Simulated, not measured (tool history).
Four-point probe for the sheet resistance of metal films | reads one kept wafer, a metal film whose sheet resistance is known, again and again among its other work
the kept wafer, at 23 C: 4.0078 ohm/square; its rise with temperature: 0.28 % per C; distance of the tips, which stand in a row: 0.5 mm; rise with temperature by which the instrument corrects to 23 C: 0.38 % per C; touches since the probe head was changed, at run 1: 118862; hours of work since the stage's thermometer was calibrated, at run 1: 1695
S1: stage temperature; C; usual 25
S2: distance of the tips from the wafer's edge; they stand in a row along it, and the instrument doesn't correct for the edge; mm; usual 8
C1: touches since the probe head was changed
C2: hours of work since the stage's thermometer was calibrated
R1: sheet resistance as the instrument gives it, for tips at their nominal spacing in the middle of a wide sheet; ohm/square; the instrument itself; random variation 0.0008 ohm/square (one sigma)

run	day	S1	S2	C1	C2	R1
1	0.000	25	8	118862	1695	3.981726
2	3.221	25	8	121781	1734	3.981058
# day 4.350: stage's thermometer calibrated
3	5.492	25	15	123819	14	3.978429
4	7.138	29	8	125309	34	3.970716
5	9.654	22	8	127591	64	3.997680
6	11.300	22	8	129080	84	3.996109
7	13.258	22	8	130855	107	3.995115
8	15.946	22	19	133290	140	3.987226
9	17.338	25	21	134550	157	3.975672
10	20.021	25	21	136981	189	3.975170
11	21.504	25	24	138326	207	3.974852
12	24.308	25	4	140865	241	4.006675
# day 25.683: new probe head fitted
13	26.933	25	4	1131	272	4.045210
14	29.133	25	4	3122	298	4.043352
15	30.608	25	4	4460	316	4.044046
16	32.671	25	4	6327	341	4.043468
17	35.888	20	4	9242	380	4.061818
18	37.867	20	4	11035	404	4.061056
19	40.129	20	4	13086	431	4.062837
20	42.729	20	4	15439	463	4.060220
21	45.504	20	4	17953	496	4.060741
22	47.038	25	8	19343	515	4.015993
23	50.358	27	19	22351	555	4.000426
24	52.604	21	3	24386	582	4.080537
25	54.442	21	3	26052	604	4.079963
26	57.604	24	3	28914	642	4.068258
27	58.996	24	3	30175	659	4.066608
28	61.762	35	8	32682	692	3.976943
29	63.312	25	6	34085	711	4.018652
30	66.575	23	70	37041	750	4.012399
31	68.133	35	49	38455	769	3.967184
32	70.538	35	49	40630	798	3.965515
33	72.788	35	49	42668	825	3.965364
34	75.483	30	69	45114	858	3.981613
35	78.858	28	5	48168	898	4.010338
36	81.183	28	5	50274	926	4.009895
37	83.783	19	5	52633	958	4.044278
38	86.121	19	5	54747	986	4.043296
39	87.625	31	56	56109	1004	3.976962
40	89.317	22	8	57642	1025	4.018454
41	92.554	22	8	60578	1064	4.018292
42	95.783	25	5	63502	1103	4.017657
43	98.542	19	39	66001	1136	4.021419
44	101.400	27	38	68588	1170	3.990089

Hidden state at the last listed run before each entry between runs and at the first one after, where it differs:
Between runs 2 and 3: stage's thermometer calibrated (day 4.350)
  inner tips' distance over the nominal, %: -0.552 -> -0.561; tips' flats over new ones', %: 110 -> 111; wafer's true temperature over the reading, C: -0.35 -> 0.09
  measured less the result without the state, R1: -0.027760 -> -0.023313 ohm/square
Between runs 12 and 13: new probe head fitted (day 25.683)
  inner tips' distance over the nominal, %: -0.632 -> 0.249; tips' flats over new ones', %: 126 -> 1; wafer's true temperature over the reading, C: 0.03 -> 0.02
  measured less the result without the state, R1: -0.027241 -> +0.011069 ohm/square
